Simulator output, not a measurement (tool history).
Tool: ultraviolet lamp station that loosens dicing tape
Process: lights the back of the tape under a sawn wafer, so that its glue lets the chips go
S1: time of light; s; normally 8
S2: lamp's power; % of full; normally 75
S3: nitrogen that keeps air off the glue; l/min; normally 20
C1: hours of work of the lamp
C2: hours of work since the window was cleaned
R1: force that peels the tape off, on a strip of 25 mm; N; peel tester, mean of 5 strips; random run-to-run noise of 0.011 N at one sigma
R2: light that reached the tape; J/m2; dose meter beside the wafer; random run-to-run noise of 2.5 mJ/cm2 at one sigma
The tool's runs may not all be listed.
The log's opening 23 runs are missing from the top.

| run | hour | S1 | S2 | S3 | C1 | C2 | R1 | R2 |
|---|---|---|---|---|---|---|---|---|
| 24 | 1461.1 | 7 | 82 | 25 | 88 | 489 | 0.499 | 2840 |
| 25 | 1540.2 | 4 | 75 | 20 | 147 | 549 | 1.277 | 1430 |
| 26 | 1603.8 | 4 | 91 | 20 | 194 | 596 | 1.031 | 1770 |
|  | 1611.0 | window cleaned of glue's vapour |
| 27 | 1683.4 | 4 | 91 | 20 | 253 | 54 | 1.065 | 1790 |
| 28 | 1758.3 | 4 | 91 | 20 | 309 | 110 | 1.058 | 1770 |
| 29 | 1839.8 | 4 | 75 | 20 | 370 | 171 | 1.283 | 1480 |
| 30 | 1917.2 | 9 | 86 | 13 | 428 | 229 | 0.380 | 3770 |
| 31 | 1971.3 | 9 | 61 | 28 | 469 | 269 | 0.505 | 2700 |
| 32 | 2027.5 | 8 | 75 | 18 | 511 | 311 | 0.498 | 2910 |

What if the next run were any one of these 5? Each begins from the tool's condition after run 32:
| A | 2104.1 | 8 | 75 | 10 | 568 | 369 | ? | ? |
| B | 2104.1 | 13 | 99 | 23 | 568 | 369 | ? | ? |
| C | 2104.1 | 4 | 68 | 13 | 568 | 369 | ? | ? |
| D | 2104.1 | 8 | 99 | 20 | 568 | 369 | ? | ? |
| E | 2104.1 | 13 | 75 | 20 | 568 | 369 | ? | ? |

| run | R1 | R2 |
|---|---|---|
| A | 0.654 | 2940 |
| B | 0.183 | 6270 |
| C | 1.637 | 1320 |
| D | 0.314 | 3860 |
| E | 0.248 | 4760 |
What these runs would have given with no unlogged condition in the tool:
| run | R1 | R2 |
|---|---|---|
| A | 0.653 | 2940 |
| B | 0.183 | 6270 |
| C | 1.636 | 1320 |
| D | 0.314 | 3870 |
| E | 0.247 | 4770 |
